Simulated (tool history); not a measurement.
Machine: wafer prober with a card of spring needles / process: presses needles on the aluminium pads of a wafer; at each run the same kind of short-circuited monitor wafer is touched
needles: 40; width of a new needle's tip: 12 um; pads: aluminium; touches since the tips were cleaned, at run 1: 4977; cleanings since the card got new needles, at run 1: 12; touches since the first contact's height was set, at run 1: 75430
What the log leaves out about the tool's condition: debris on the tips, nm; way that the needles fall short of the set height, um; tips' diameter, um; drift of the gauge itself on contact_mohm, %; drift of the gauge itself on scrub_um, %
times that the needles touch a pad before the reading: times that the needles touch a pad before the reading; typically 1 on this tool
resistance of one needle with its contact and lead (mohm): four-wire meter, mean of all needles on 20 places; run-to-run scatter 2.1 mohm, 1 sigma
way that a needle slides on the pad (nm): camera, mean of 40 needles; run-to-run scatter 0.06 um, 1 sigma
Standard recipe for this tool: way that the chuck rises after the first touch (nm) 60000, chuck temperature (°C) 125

run   hour  way that the chuck rises after the first touch (nm)  chuck temperature (°C)  times that the needles touch a pad before the reading  touches since the tips were cleaned  cleanings since the card got new needles  touches since the first contact's height was set  resistance of one needle with its contact and lead (mohm)  way that a needle slides on the pad (nm)
  1    0.0                                                60000                     125                                                      1                                 4977                                        12                                             75430                                                        228                                     12560
       3.8  -- tips cleaned on abrasive film
  2   15.5                                                60000                     125                                                      1                                 2036                                        13                                             78107                                                        226                                     12500
  3   29.4                                                60000                     125                                                      1                                 4435                                        13                                             80506                                                        224                                     12650
      35.8  -- tips cleaned on abrasive film
  4   48.0                                                60000                     125                                                      1                                 2119                                        14                                             83731                                                        219                                     12520
  5   66.4                                                46000                     125                                                      1                                 5302                                        14                                             86914                                                        233                                      9600
      68.8  -- tips cleaned on abrasive film
  6   86.9                                                46000                     125                                                      1                                 3142                                        15                                             90453                                                        228                                      9570
     102.5  -- tips cleaned on abrasive film
  7  105.7                                                60000                     125                                                      1                                  558                                        16                                             93703                                                        224                                     12480
  8  121.7                                                60000                     125                                                      1                                 3333                                        16                                             96478                                                        227                                     12580
     134.4  -- tips cleaned on abrasive film
  9  145.8                                                60000                     125                                                      1                                 1967                                        17                                            100640                                                        226                                     12570
 10  163.5                                                60000                     125                                                      1                                 5043                                        17                                            103716                                                        227                                     12480
     168.0  -- tips cleaned on abrasive film
 11  178.9                                                60000                     125                                                      1                                 1905                                        18                                            106376                                                        221                                     12530
 12  196.1                                                60000                     125                                                      2                                 4877                                        18                                            109348                                                        224                                     12510
     199.9  -- tips cleaned on abrasive film
 13  217.1                                                60000                     125                                                      1                                 2979                                        19                                            112976                                                        223                                     12440
     231.9  -- tips cleaned on abrasive film
 14  233.1                                                60000                     125                                                      1                                  211                                        20                                            115735                                                        225                                     12480
 15  256.6                                                60000                     125                                                      1                                 4292                                        20                                            119816                                                        224                                     12470
     264.0  -- tips cleaned on abrasive film
 16  271.0                                                44000                      46                                                      1                                 1207                                        21                                            122294                                                        209                                      9210
 17  291.8                                                51000                      41                                                      3                                 4823                                        21                                            125910                                                        208                                     10580
     296.7  -- tips cleaned on abrasive film
 18  310.8                                                51000                      41                                                      3                                 2450                                        22                                            129184                                                        209                                     10650
 19  324.4                                                60000                      71                                                      1                                 4816                                        22                                            131550                                                        212                                     12490
     328.5  -- tips cleaned on abrasive film
 20  335.9                                                50000                      86                                                      1                                 1278                                        23                                            133516                                                        219                                     10430
 21  351.3                                                50000                      86                                                      1                                 3951                                        23                                            136189                                                        220                                     10500
     361.8  -- tips cleaned on abrasive film
 22  374.8                                                62000                      99                                                      2                                 2267                                        24                                            140260                                                        221                                     12960
 23  388.4                                                60000                      64                                                      1                                 4624                                        24                                            142617                                                        213                                     12450
     394.2  -- tips cleaned on abrasive film
 24  412.7                                                45000                     125                                                      2                                 3219                                        25                                            146821                                                        233                                      9340
     426.1  -- tips cleaned on abrasive film
 25  436.8                                                57000                      89                                                      2                                 1863                                        26                                            150986                                                        220                                     11810
 26  454.6                                                50000                      71                                                      1                                 4946                                        26                                            154069                                                        215                                     10490
     458.3  -- tips cleaned on abrasive film
 27  478.8                                                41000                      73                                                      1                                 3566                                        27                                            158258                                                        214                                      8610
     490.6  -- tips cleaned on abrasive film
 28  493.9                                                49000                     125                                                      2                                  578                                        28                                            160857                                                        230                                     10210

Forecast each of these 5 alternatives for the next run:
  A  509.4                                                49000                      29                                                      1                                 3260                                        28                                            163539                                                          ?                                         ?
  B  509.4                                                60000                      40                                                      1                                 3260                                        28                                            163539                                                          ?                                         ?
  C  509.4                                                61000                      43                                                      1                                 3260                                        28                                            163539                                                          ?                                         ?
  D  509.4                                                46000                      29                                                      2                                 3260                                        28                                            163539                                                          ?                                         ?
  E  509.4                                                49000                      47                                                      2                                 3260                                        28                                            163539                                                          ?                                         ?

run  resistance of one needle with its contact and lead (mohm)  way that a needle slides on the pad (nm)
  A                                                        208                                     10250
  B                                                        203                                     12470
  C                                                        210                                     12680
  D                                                        206                                      9520
  E                                                        209                                     10320
Without the tool's hidden state the same runs would have given:
run  resistance of one needle with its contact and lead (mohm)  way that a needle slides on the pad (nm)
  A                                                        208                                     10250
  B                                                        203                                     12480
  C                                                        210                                     12680
  D                                                        205                                      9520
  E                                                        209                                     10320
